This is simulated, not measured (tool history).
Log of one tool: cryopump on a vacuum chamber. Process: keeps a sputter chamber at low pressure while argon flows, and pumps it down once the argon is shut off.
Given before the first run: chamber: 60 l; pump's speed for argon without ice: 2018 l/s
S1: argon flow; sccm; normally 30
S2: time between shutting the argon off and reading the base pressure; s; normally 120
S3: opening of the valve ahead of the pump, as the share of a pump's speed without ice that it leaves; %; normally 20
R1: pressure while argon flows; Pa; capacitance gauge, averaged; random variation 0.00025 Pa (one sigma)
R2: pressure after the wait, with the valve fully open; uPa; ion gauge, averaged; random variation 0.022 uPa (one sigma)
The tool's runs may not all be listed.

run	hour	S1	S2	S3	R1	R2
1	0.0	30	120	20	0.1262	0.69
2	10.4	30	120	20	0.1257	0.67
3	20.9	30	120	15	0.1686	0.71
4	33.7	30	120	15	0.1686	0.67
5	54.8	30	120	15	0.1679	0.71
6	69.1	30	120	20	0.1267	0.69
7	86.8	30	206	20	0.1266	0.52
8	102.9	30	62	20	0.1266	1.10
9	112.0	30	120	20	0.1265	0.71
10	126.4	30	120	18	0.1407	0.69
11	145.7	30	120	18	0.1406	0.75
12	157.3	30	24	18	0.1409	2.46
13	169.7	28	24	18	0.1314	2.44
14	183.8	28	24	18	0.1315	2.42
15	196.3	28	24	18	0.1310	2.47
16	211.7	28	24	18	0.1316	2.46
17	229.7	28	24	18	0.1313	2.38
18	240.2	28	24	18	0.1312	2.50
19	253.1	13	21	17	0.0645	2.72
20	269.8	57	21	39	0.1246	2.80
21	280.9	43	226	18	0.2027	0.53
22	301.2	43	226	18	0.2022	0.51
23	320.8	43	226	18	0.2020	0.53
24	341.3	39	226	17	0.1945	0.52
25	362.2	13	21	20	0.0550	2.71
26	376.0	30	21	16	0.1585	2.71
27	392.6	30	122	26	0.0980	0.75
28	402.6	30	21	31	0.0826	2.85
29	422.0	32	52	16	0.1694	1.34
30	440.4	22	23	33	0.0572	2.61
31	461.5	22	23	33	0.0574	2.60
32	476.1	22	23	33	0.0572	2.60
33	491.9	22	120	15	0.1239	0.71
34	507.4	22	111	20	0.0937	0.77
35	525.7	14	62	32	0.0375	1.13

What if the next run were any one of these 3? Each begins from the tool's condition after run 35:
A	536.2	58	103	20	?	?
B	536.2	34	62	32	?	?
C	536.2	54	204	24	?	?

run	R1	R2
A	0.2466	0.86
B	0.0912	1.15
C	0.1914	0.55
The same runs, with their run-to-run variation unchanged, on a tool lacking any hidden condition would have given:
run	R1	R2
A	0.2428	0.69
B	0.0890	0.99
C	0.1880	0.39

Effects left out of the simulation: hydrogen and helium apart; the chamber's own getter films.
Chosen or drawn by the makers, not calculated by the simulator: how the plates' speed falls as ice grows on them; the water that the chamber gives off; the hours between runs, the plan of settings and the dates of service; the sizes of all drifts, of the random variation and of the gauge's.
